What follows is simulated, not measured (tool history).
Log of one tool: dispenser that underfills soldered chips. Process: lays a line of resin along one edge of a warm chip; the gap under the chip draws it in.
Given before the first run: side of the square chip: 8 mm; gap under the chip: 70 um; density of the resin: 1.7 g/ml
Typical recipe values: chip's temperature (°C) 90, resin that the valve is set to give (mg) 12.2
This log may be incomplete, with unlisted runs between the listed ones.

run   hour  chip's temperature (°C)  resin that the valve is set to give (mg)  time until the resin shows at the far edge (s)  resin that the valve gave (mg)
  1      0                       90                                      12.2                                            69.3                           11.84
         4  -- new syringe of resin
      13.5  -- new syringe of resin
  2   14.5                       90                                        15                                            54.6                           14.36
  3   20.5                       90                                        15                                            76.4                           14.39
      22.8  -- new syringe of resin
      32.4  -- new syringe of resin
  4   33.2                       90                                        15                                            53.5                           14.24
      41.8  -- new syringe of resin
  5   42.1                       90                                      13.3                                            53.1                           12.48
        51  -- new syringe of resin
  6   55.3                       90                                      14.1                                              65                           13.12
      60.5  -- new syringe of resin
  7   61.3                       90                                      15.1                                            53.6                           14.14
        70  -- new syringe of resin
  8   73.7                       90                                      12.2                                            65.1                           11.15
      79.9  -- new syringe of resin
  9     81                       90                                      12.2                                            55.4                           11.04
 10   87.4                       87                                      12.2                                              89                           11.19
      89.2  -- new syringe of resin
      98.6  -- new syringe of resin
 11   99.9                       90                                      12.2                                            58.3                           11.07
       106  -- dispensing valve cleaned and set on the balance
     109.4  -- new syringe of resin
 12  114.8                       90                                      12.2                                            69.3                           12.16
     118.6  -- new syringe of resin
 13  122.7                       90                                      12.2                                            66.2                           12.06
     127.8  -- new syringe of resin
 14  133.8                       90                                      14.1                                            72.5                           13.79
     137.1  -- new syringe of resin
 15  139.9                       90                                      14.1                                            59.6                           13.83
     146.6  -- new syringe of resin
 16    147                       90                                      14.1                                            52.8                           13.77
     155.8  -- new syringe of resin
 17  158.4                       90                                      14.1                                            60.4                           13.57
 18  164.2                       81                                      14.1                                           113.7                           13.62
     165.3  -- new syringe of resin
       175  -- new syringe of resin
 19  175.7                      103                                      10.9                                            35.5                           10.55
 20  182.3                       84                                      15.9                                            94.9                           15.12
     184.4  -- new syringe of resin
 21  192.4                       89                                      11.2                                              87                           10.63
     194.3  -- new syringe of resin
     203.5  -- new syringe of resin
 22  205.7                      102                                      13.2                                            38.7                           12.52
     212.7  -- new syringe of resin
 23    216                       83                                      10.7                                            85.2                           10.03

What does the tool deliver on the next run?
     222.8  -- new syringe of resin
 24  225.5                       83                                      10.7                                               ?                               ?

time until the resin shows at the far edge (s): 82.3
resin that the valve gave (mg): 9.89
On a tool with no hidden condition, and with the same random variation, this run would have come out at time until the resin shows at the far edge (s) 66.3, resin that the valve gave (mg) 10.68.
